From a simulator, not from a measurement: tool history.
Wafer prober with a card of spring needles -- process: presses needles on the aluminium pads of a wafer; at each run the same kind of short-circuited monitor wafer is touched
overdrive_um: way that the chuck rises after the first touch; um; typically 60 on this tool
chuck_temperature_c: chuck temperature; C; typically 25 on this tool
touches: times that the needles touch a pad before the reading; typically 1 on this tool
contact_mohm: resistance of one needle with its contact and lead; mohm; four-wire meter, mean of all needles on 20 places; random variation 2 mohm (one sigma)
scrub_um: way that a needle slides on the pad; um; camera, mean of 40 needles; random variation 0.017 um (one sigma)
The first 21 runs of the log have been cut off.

run,hour,overdrive_um,chuck_temperature_c,touches,contact_mohm,scrub_um
22,344.0,50,29,1,253,9.09
23,355.5,77,102,2,249,14.10
# hour 366.3: tips cleaned on abrasive film
24,374.7,77,102,2,242,14.04
25,393.2,77,102,2,248,14.06
# hour 406.3: tips cleaned on abrasive film
26,415.3,51,45,1,246,9.21
27,426.2,59,28,1,244,10.70
# hour 446.7: tips cleaned on abrasive film
28,450.5,59,28,1,230,10.74
29,468.3,59,28,1,247,10.71
30,478.8,66,25,1,249,11.99
# hour 486.7: tips cleaned on abrasive film
31,489.3,58,26,2,226,10.49
32,506.4,70,109,3,249,12.74
33,523.2,70,109,3,254,12.71
# hour 526.1: tips cleaned on abrasive film
34,535.9,63,112,1,251,11.40

Each row is a separate what-if for the run after 34, all from the same tool condition, not one after another. Results?
# hour 554.9: height of the first contact set anew
A,556.4,41,64,1,?,?
# hour 554.9: height of the first contact set anew
B,556.4,66,40,1,?,?
# hour 554.9: height of the first contact set anew
C,556.4,49,26,1,?,?
# hour 554.9: height of the first contact set anew
D,556.4,54,112,1,?,?

run,contact_mohm,scrub_um
A,280,7.56
B,246,12.19
C,259,9.05
D,268,9.98
What these runs would have given with no unlogged condition in the tool:
run,contact_mohm,scrub_um
A,237,7.56
B,224,12.19
C,224,9.05
D,242,9.98
